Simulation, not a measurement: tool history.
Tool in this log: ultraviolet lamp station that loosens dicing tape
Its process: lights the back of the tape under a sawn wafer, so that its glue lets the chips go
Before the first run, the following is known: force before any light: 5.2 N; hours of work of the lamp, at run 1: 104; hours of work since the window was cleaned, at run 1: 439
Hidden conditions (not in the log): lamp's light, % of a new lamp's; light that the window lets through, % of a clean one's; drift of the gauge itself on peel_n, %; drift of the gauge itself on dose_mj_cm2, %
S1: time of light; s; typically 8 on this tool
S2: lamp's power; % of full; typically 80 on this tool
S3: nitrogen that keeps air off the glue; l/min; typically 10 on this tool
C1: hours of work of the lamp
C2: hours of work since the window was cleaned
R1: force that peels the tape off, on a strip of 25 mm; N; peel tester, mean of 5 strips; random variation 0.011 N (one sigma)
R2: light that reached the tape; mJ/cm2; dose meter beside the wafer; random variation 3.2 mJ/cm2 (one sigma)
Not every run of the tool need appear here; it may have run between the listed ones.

run    hour  S1  S2  S3   C1   C2     R1   R2
  1     0.0   8  80  10  104  439  0.639  440
  2    26.0   8  80  10  120  455  0.647  440
  3    47.9   8  80  10  134  468  0.645  431
  4    64.7   8  80  10  144  479  0.669  427
       93.0  -- window cleaned of glue's vapour
  5    98.0   8  80   6  165    3  0.781  455
  6   125.9   8  80  10  182   20  0.607  445
  7   147.5   8  80  10  195   34  0.614  443
  8   169.4   8  80  10  209   47  0.626  440
  9   194.4   8  84  10  225   63  0.612  451
 10   215.4   8  80  10  238   76  0.676  425
 11   232.6   8  63  10  248   87  1.000  332
 12   255.4   8  63  10  262  101  1.030  330
 13   285.1   8  79  10  281  119  0.711  406
 14   304.9   8  79  10  293  132  0.732  408
 15   331.3   8  79  10  310  148  0.735  400
 16   358.9   8  79  10  327  165  0.748  387
 17   388.1   5  80  10  345  183  1.550  246
 18   403.4   8  80  10  354  193  0.747  396
 19   435.8   8  80  10  375  213  0.803  386
 20   453.3   8  80  10  385  224  0.805  379
 21   483.2   8  80  10  404  242  0.817  373
 22   502.9   8  80  10  416  255  0.823  374
 23   520.5   8  80  10  427  266  0.865  370
 24   557.8   8  80  10  450  289  0.901  362
 25   575.4   7  80   7  461  300  1.280  313
 26   608.3   9  64   5  482  320  1.415  323
 27   641.0   7  80   7  502  340  1.332  300
 28   676.7   7  80   7  524  363  1.330  298
 29   711.9   7  72   7  546  384  1.537  263
 30   727.8   8  78  10  556  394  1.092  324
 31   763.2   5  80  15  578  416  1.702  204
 32   792.5  10  81   4  596  434  1.116  402
 33   827.9  13  77   4  618  457  0.835  491
 34   860.4  13  77   4  638  477  0.881  483
 35   878.1   4  76  18  649  488  2.258  145
      892.2  -- window cleaned of glue's vapour
 36   907.7   8  80   9  667   10  1.116  323
 37   936.5   8  80   9  685   27  1.135  315
 38   960.6  10  78  10  700   42  0.828  378
 39   976.2  10  78  10  710   52  0.819  375
 40  1010.9  10  78  10  731   74  0.900  362
 41  1043.1  10  78  10  751   94  0.908  356
 42  1062.5  10  78  10  763  106  0.929  357
 43  1081.6   4  80  10  775  118  2.518  145
 44  1111.4   6  80  10  794  136  1.801  213

For each entry between runs, how does the tool's hidden state at the last listed run before it compare with that at the first listed run after it?
After run 4, before run 5: window cleaned of glue's vapour (hour 93.0)
  lamp's light, % of a new lamp's: 91.1 -> 90; light that the window lets through, % of a clean one's: 93.3 -> 99.9
  difference, measured minus the result without the unlogged condition, R1: +0.176 -> +0.135 N; R2: -75 -> -50 mJ/cm2
After run 35, before run 36: window cleaned of glue's vapour (hour 892.2)
  lamp's light, % of a new lamp's: 64.7 -> 63.7; light that the window lets through, % of a clean one's: 93.3 -> 99.8
  difference, measured minus the result without the unlogged condition, R1: +0.923 -> +0.601 N; R2: -95 -> -186 mJ/cm2

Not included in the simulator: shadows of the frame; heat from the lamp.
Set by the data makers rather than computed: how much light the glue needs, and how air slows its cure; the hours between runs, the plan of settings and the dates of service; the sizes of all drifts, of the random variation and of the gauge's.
